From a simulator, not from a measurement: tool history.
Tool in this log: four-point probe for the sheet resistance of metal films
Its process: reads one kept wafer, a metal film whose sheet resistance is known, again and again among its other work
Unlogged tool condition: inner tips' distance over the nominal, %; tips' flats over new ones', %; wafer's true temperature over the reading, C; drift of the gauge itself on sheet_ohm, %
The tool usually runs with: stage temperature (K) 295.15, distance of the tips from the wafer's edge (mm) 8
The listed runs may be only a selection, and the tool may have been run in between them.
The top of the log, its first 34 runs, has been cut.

run    hour  stage temperature (K)  distance of the tips from the wafer's edge (mm)  touches since the probe head was changed  hours of work since the stage's thermometer was calibrated  sheet resistance as the instrument gives it (ohm/square)
 35     847                 292.15                                               15                                     48688                                                        2336                                                  0.303994
 36   870.4                 293.15                                                8                                     49190                                                        2346                                                  0.305569
 37   897.2                 297.15                                               11                                     49766                                                        2359                                                   0.30328
 38     923                 306.15                                                9                                     50322                                                        2370                                                  0.301905
 39   955.6                 307.15                                                3                                     51021                                                        2385                                                  0.316518
 40   971.1                 307.15                                                3                                     51354                                                        2392                                                  0.316489
 41   986.6                 292.15                                               20                                     51689                                                        2399                                                  0.303681
 42  1011.8                 293.15                                               13                                     52229                                                        2410                                                  0.303916
 43  1047.7                 294.15                                               21                                     53000                                                        2426                                                  0.303239
 44  1079.3                 303.15                                               57                                     53679                                                        2440                                                  0.300644
 45    1106                 301.15                                                5                                     54253                                                        2452                                                  0.307488

Here are 4 independent what-if runs from the current tool condition. What would each one return?
  A  1140.7                 303.15                                                5                                     54999                                                        2468                                                         ?
  B  1140.7                 307.15                                                8                                     54999                                                        2468                                                         ?
  C  1140.7                 304.15                                                5                                     54999                                                        2468                                                         ?
  D  1140.7                 297.15                                                6                                     54999                                                        2468                                                         ?

run  sheet resistance as the instrument gives it (ohm/square)
  A                                                  0.306959
  B                                                  0.302146
  C                                                  0.306674
  D                                                  0.306513
Take away the tool's hidden state, keep each run's random variation, and the runs would have read:
run  sheet resistance as the instrument gives it (ohm/square)
  A                                                  0.306353
  B                                                  0.301538
  C                                                  0.306066
  D                                                  0.305921
